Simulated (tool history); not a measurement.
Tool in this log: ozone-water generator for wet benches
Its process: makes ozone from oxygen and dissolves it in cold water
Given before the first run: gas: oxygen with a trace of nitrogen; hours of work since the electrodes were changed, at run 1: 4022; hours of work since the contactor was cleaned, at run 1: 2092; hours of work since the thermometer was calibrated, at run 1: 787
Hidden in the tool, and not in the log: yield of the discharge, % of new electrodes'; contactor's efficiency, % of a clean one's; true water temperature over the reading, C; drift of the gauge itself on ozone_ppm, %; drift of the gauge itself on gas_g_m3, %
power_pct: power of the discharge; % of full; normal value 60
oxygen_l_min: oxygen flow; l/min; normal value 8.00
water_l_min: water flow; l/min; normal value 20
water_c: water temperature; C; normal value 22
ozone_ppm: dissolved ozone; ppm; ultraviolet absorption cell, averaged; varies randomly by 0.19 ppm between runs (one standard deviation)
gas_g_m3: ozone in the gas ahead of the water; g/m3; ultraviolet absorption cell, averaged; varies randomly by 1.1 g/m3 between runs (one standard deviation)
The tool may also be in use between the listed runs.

run,hour,power_pct,oxygen_l_min,water_l_min,water_c,hours of work since the electrodes were changed,hours of work since the contactor was cleaned,hours of work since the thermometer was calibrated,ozone_ppm,gas_g_m3
1,0.0,60,8.00,20,22,4022,2092,787,24.9,188.5
2,145.2,60,8.00,20,22,4125,2195,891,24.7,189.8
3,314.1,60,8.00,20,22,4245,2316,1011,24.7,187.4
4,454.6,60,8.00,20,22,4345,2416,1111,24.6,189.4
5,526.5,60,12.51,20,22,4397,2467,1162,21.1,139.3
6,598.7,60,8.00,15,22,4448,2518,1213,29.4,187.7
7,754.1,60,8.00,14,22,4559,2629,1324,30.5,186.6
8,881.4,89,8.00,31,17,4649,2720,1415,25.0,257.9
9,1045.4,45,5.64,20,22,4766,2836,1532,20.8,187.4
10,1198.1,90,7.96,29,27,4875,2945,1640,22.7,259.4
11,1300.9,90,9.51,20,22,4948,3018,1714,31.6,227.9
12,1374.8,90,5.45,20,26,5001,3071,1766,33.7,331.2

Predict each of these 5 candidate next runs independently; none follows another, all start after run 12:
# hour 1461.0: contactor cleaned
A,1534.3,84,8.00,20,22,5111,52,1877,?,?
# hour 1461.0: contactor cleaned
B,1534.3,60,6.68,19,27,5111,52,1877,?,?
# hour 1461.0: contactor cleaned
C,1534.3,90,10.99,17,17,5111,52,1877,?,?
# hour 1461.0: contactor cleaned
D,1534.3,95,8.00,22,22,5111,52,1877,?,?
# hour 1461.0: contactor cleaned
E,1534.3,90,5.45,20,15,5111,52,1877,?,?

run,ozone_ppm,gas_g_m3
A,31.8,242.4
B,24.5,210.2
C,37.8,204.5
D,32.8,266.1
E,40.6,331.6
What these runs would have given with no unlogged condition in the tool:
run,ozone_ppm,gas_g_m3
A,37.2,281.1
B,27.5,235.0
C,44.5,239.1
D,38.8,312.9
E,47.7,387.5
